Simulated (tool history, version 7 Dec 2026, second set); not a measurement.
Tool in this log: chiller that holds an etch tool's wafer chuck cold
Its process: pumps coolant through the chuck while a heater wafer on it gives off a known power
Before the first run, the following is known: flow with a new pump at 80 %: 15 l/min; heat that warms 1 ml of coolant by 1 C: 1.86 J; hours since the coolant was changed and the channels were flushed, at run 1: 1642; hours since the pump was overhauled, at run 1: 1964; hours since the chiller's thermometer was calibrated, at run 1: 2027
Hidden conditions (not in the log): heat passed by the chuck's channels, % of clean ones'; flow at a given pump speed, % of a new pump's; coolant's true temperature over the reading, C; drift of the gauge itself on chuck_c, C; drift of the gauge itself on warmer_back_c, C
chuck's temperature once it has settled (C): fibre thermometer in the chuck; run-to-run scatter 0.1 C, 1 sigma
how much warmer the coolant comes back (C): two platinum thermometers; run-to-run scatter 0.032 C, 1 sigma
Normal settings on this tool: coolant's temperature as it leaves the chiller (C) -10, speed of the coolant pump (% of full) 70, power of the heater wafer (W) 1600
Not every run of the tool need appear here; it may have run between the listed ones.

| run | hour | coolant's temperature as it leaves the chiller (C) | speed of the coolant pump (% of full) | power of the heater wafer (W) | hours since the coolant was changed and the channels were flushed | hours since the pump was overhauled | hours since the chiller's thermometer was calibrated | chuck's temperature once it has settled (C) | how much warmer the coolant comes back (C) |
|---|---|---|---|---|---|---|---|---|---|
| 1 | 0 | -10 | 70 | 1600 | 1642 | 1964 | 2027 | 3.6 | 4.28 |
| 2 | 38.3 | -14 | 70 | 1600 | 1680 | 2002 | 2065 | -0.3 | 4.32 |
| 3 | 75.6 | -10 | 70 | 1600 | 1717 | 2040 | 2103 | 3.7 | 4.25 |
| 4 | 109.6 | -10 | 70 | 1426 | 1751 | 2074 | 2137 | 2.3 | 3.86 |
| 5 | 133 | -10 | 70 | 1426 | 1775 | 2097 | 2160 | 2.4 | 3.86 |
| 6 | 157.7 | -10 | 70 | 1600 | 1800 | 2122 | 2185 | 3.8 | 4.26 |
| 7 | 189.8 | -10 | 73 | 1600 | 1832 | 2154 | 2217 | 3.3 | 4.22 |
| 8 | 230.2 | -10 | 73 | 1600 | 1872 | 2194 | 2257 | 3.5 | 4.19 |
| 9 | 258.2 | -8 | 70 | 1600 | 1900 | 2222 | 2285 | 5.7 | 4.34 |
| 10 | 279.8 | -10 | 70 | 1600 | 1922 | 2244 | 2307 | 4 | 4.33 |
| 11 | 325.8 | -9 | 70 | 1600 | 1968 | 2290 | 2353 | 5 | 4.39 |
| 12 | 365.9 | -9 | 70 | 1600 | 2008 | 2330 | 2393 | 4.9 | 4.36 |
| 13 | 410.7 | -9 | 70 | 1600 | 2053 | 2375 | 2438 | 5.1 | 4.42 |
| 14 | 447.8 | -9 | 70 | 2293 | 2090 | 2412 | 2475 | 10.9 | 6.29 |
| 15 | 489.4 | -17 | 67 | 2293 | 2131 | 2454 | 2516 | 3.8 | 6.55 |
| 16 | 533.2 | -10 | 70 | 1827 | 2175 | 2497 | 2560 | 6.3 | 5.03 |
| 17 | 571.4 | -10 | 70 | 1827 | 2213 | 2535 | 2598 | 6.3 | 5.02 |
| 18 | 610.6 | -11 | 74 | 1959 | 2252 | 2575 | 2637 | 5.6 | 5.06 |
| 19 | 646 | -11 | 88 | 1860 | 2288 | 2610 | 2673 | 3.1 | 4.06 |
| 20 | 672.5 | -8 | 88 | 2149 | 2314 | 2637 | 2699 | 8.5 | 4.71 |
| 21 | 698.3 | -8 | 71 | 988 | 2340 | 2662 | 2725 | 1 | 2.65 |
| 22 | 722.8 | -8 | 71 | 988 | 2365 | 2687 | 2750 | 0.9 | 2.69 |
| 23 | 764.8 | -8 | 91 | 988 | 2407 | 2729 | 2792 | -0.2 | 2.07 |
| 24 | 792.3 | -16 | 79 | 924 | 2434 | 2756 | 2819 | -8 | 2.25 |
| 25 | 830.3 | -16 | 79 | 924 | 2472 | 2794 | 2857 | -8.2 | 2.32 |
| 26 | 859.6 | -7 | 74 | 2367 | 2501 | 2824 | 2887 | 13.6 | 6.25 |

Here are 3 independent what-if runs from the current tool condition. What would each one return?
| A | 889.6 | -11 | 74 | 2367 | 2531 | 2854 | 2917 | ? | ? |
| B | 889.6 | -8 | 63 | 2367 | 2531 | 2854 | 2917 | ? | ? |
| C | 889.6 | -7 | 71 | 1638 | 2531 | 2854 | 2917 | ? | ? |

| run | chuck's temperature once it has settled (C) | how much warmer the coolant comes back (C) |
|---|---|---|
| A | 9.7 | 6.28 |
| B | 15 | 7.43 |
| C | 7.9 | 4.52 |
Stripped of hidden state, with their random variation kept, the same runs would have yielded:
| run | chuck's temperature once it has settled (C) | how much warmer the coolant comes back (C) |
|---|---|---|
| A | 5.9 | 5.54 |
| B | 10.9 | 6.56 |
| C | 5.1 | 3.98 |
